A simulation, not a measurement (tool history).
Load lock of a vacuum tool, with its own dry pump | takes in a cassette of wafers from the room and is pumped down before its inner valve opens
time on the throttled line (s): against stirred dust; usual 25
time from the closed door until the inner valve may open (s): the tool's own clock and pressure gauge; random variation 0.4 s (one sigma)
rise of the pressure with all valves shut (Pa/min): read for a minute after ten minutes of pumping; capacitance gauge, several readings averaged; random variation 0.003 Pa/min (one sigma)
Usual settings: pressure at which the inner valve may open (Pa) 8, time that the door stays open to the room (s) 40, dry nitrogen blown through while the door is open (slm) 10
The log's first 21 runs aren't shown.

run	hour	time on the throttled line (s)	pressure at which the inner valve may open (Pa)	time that the door stays open to the room (s)	dry nitrogen blown through while the door is open (slm)	incoming humidity of the room's air, %	time from the closed door until the inner valve may open (s)	rise of the pressure with all valves shut (Pa/min)
22	4464.0	25	8	53	12	48.9	46.5	0.162
23	4626.8	33	8	26	10	46.7	52.6	0.151
24	4915.1	29	8	29	6	47.2	49.2	0.164
25	5043.7	29	8	29	6	46.8	48.8	0.159
26	5193.2	20	8	40	18	46.8	43.1	0.168
27	5408.7	20	8	155	21	44.7	42.2	0.205
28	5699.5	20	8	155	21	45.3	42.9	0.214
29	5923.7	19	8	155	8	48.8	42.3	0.246
30	6105.0	19	8	155	8	42.2	42.3	0.237
31	6385.2	18	6	40	10	45.2	42.1	0.191
32	6580.8	22	11	40	10	42.0	44.0	0.196
33	6764.2	22	8	40	18	45.3	44.5	0.194

The next listed run, before its measurement:
34	6961.9	38	8	78	6	43.5	?	?

{"run 34": {"time from the closed door until the inner valve may open (s)": 57.1, "rise of the pressure with all valves shut (Pa/min)": 0.225}}
Without the tool's hidden state the same run would have given time from the closed door until the inner valve may open (s) 54.8, rise of the pressure with all valves shut (Pa/min) 0.055.
